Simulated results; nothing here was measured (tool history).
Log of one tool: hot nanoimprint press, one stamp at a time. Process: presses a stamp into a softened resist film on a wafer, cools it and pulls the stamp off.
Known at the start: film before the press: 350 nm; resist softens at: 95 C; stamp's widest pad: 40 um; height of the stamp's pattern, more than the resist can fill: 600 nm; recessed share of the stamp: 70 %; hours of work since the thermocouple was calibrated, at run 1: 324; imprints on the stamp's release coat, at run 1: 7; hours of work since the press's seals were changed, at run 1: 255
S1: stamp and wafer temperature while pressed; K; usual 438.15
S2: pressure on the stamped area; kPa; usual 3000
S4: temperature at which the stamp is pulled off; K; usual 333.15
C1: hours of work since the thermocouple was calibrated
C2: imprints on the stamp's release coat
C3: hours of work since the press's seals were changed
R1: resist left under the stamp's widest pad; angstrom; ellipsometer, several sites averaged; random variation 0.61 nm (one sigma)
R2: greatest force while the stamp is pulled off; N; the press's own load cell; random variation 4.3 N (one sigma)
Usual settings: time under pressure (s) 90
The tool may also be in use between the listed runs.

run 1 hour=0 | S1=438.15 S2=3000 time_under_pressure_(s)=90 S4=333.15 | C1=324 C2=7 C3=255 | R1=1751 R2=209
run 2 hour=8.6 | S1=426.15 S2=3000 time_under_pressure_(s)=90 S4=333.15 | C1=330 C2=37 C3=261 | R1=2676 R2=199
run 3 hour=18.4 | S1=438.15 S2=1920 time_under_pressure_(s)=90 S4=333.15 | C1=336 C2=70 C3=267 | R1=2124 R2=206
run 4 hour=26.2 | S1=438.15 S2=1920 time_under_pressure_(s)=90 S4=333.15 | C1=341 C2=97 C3=272 | R1=2123 R2=212
run 5 hour=31.3 | S1=438.15 S2=1920 time_under_pressure_(s)=90 S4=333.15 | C1=345 C2=115 C3=276 | R1=2133 R2=211
run 6 hour=40.9 | S1=438.15 S2=1920 time_under_pressure_(s)=90 S4=333.15 | C1=351 C2=148 C3=282 | R1=2126 R2=213
run 7 hour=45.5 | S1=438.15 S2=3000 time_under_pressure_(s)=90 S4=338.15 | C1=354 C2=164 C3=285 | R1=1733 R2=187
run 8 hour=55 | S1=438.15 S2=3000 time_under_pressure_(s)=90 S4=338.15 | C1=360 C2=197 C3=291 | R1=1732 R2=182
run 9 hour=60 | S1=438.15 S2=3000 time_under_pressure_(s)=90 S4=333.15 | C1=363 C2=214 C3=294 | R1=1723 R2=211
run 10 hour=64.8 | S1=438.15 S2=3000 time_under_pressure_(s)=90 S4=333.15 | C1=366 C2=231 C3=298 | R1=1732 R2=198
run 11 hour=74.4 | S1=438.15 S2=3000 time_under_pressure_(s)=90 S4=340.15 | C1=373 C2=264 C3=304 | R1=1728 R2=167
run 12 hour=79.5 | S1=438.15 S2=4650 time_under_pressure_(s)=54 S4=335.15 | C1=376 C2=282 C3=307 | R1=1650 R2=202
run 13 hour=85.1 | S1=432.15 S2=1880 time_under_pressure_(s)=54 S4=335.15 | C1=380 C2=301 C3=311 | R1=2827 R2=198
run 14 hour=91.2 | S1=432.15 S2=4050 time_under_pressure_(s)=68 S4=323.15 | C1=384 C2=322 C3=315 | R1=2076 R2=267
run 15 hour=96 | S1=432.15 S2=4050 time_under_pressure_(s)=68 S4=323.15 | C1=387 C2=339 C3=318 | R1=2067 R2=259
run 16 hour=103.5 | S1=434.15 S2=2770 time_under_pressure_(s)=90 S4=318.15 | C1=392 C2=365 C3=323 | R1=2088 R2=308
run 17 hour=113.3 | S1=438.15 S2=2020 time_under_pressure_(s)=113 S4=340.15 | C1=398 C2=399 C3=329 | R1=1917 R2=169
run 18 hour=120.8 | S1=438.15 S2=2020 time_under_pressure_(s)=113 S4=340.15 | C1=403 C2=425 C3=334 | R1=1933 R2=173
run 19 hour=125.8 | S1=438.15 S2=3000 time_under_pressure_(s)=90 S4=319.15 | C1=406 C2=442 C3=337 | R1=1710 R2=286
run 20 hour=133.3 | S1=448.15 S2=1960 time_under_pressure_(s)=90 S4=319.15 | C1=411 C2=468 C3=342 | R1=1449 R2=296

Forecast each of these 5 alternatives for the next run:
run A hour=139.4 | S1=448.15 S2=2830 time_under_pressure_(s)=51 S4=336.15 | C1=415 C2=489 C3=346 | R1=? R2=?
run B hour=139.4 | S1=438.15 S2=3000 time_under_pressure_(s)=62 S4=328.15 | C1=415 C2=489 C3=346 | R1=? R2=?
run C hour=139.4 | S1=447.15 S2=4590 time_under_pressure_(s)=90 S4=335.15 | C1=415 C2=489 C3=346 | R1=? R2=?
run D hour=139.4 | S1=445.15 S2=3600 time_under_pressure_(s)=90 S4=319.15 | C1=415 C2=489 C3=346 | R1=? R2=?
run E hour=139.4 | S1=448.15 S2=3540 time_under_pressure_(s)=132 S4=319.15 | C1=415 C2=489 C3=346 | R1=? R2=?

run=A R1=1465 R2=196
run=B R1=1926 R2=242
run=C R1=940 R2=202
run=D R1=1174 R2=293
run=E R1=906 R2=294
Without the tool's hidden state the same runs would have given:
run=A R1=1499 R2=195
run=B R1=1971 R2=242
run=C R1=961 R2=202
run=D R1=1202 R2=292
run=E R1=927 R2=293
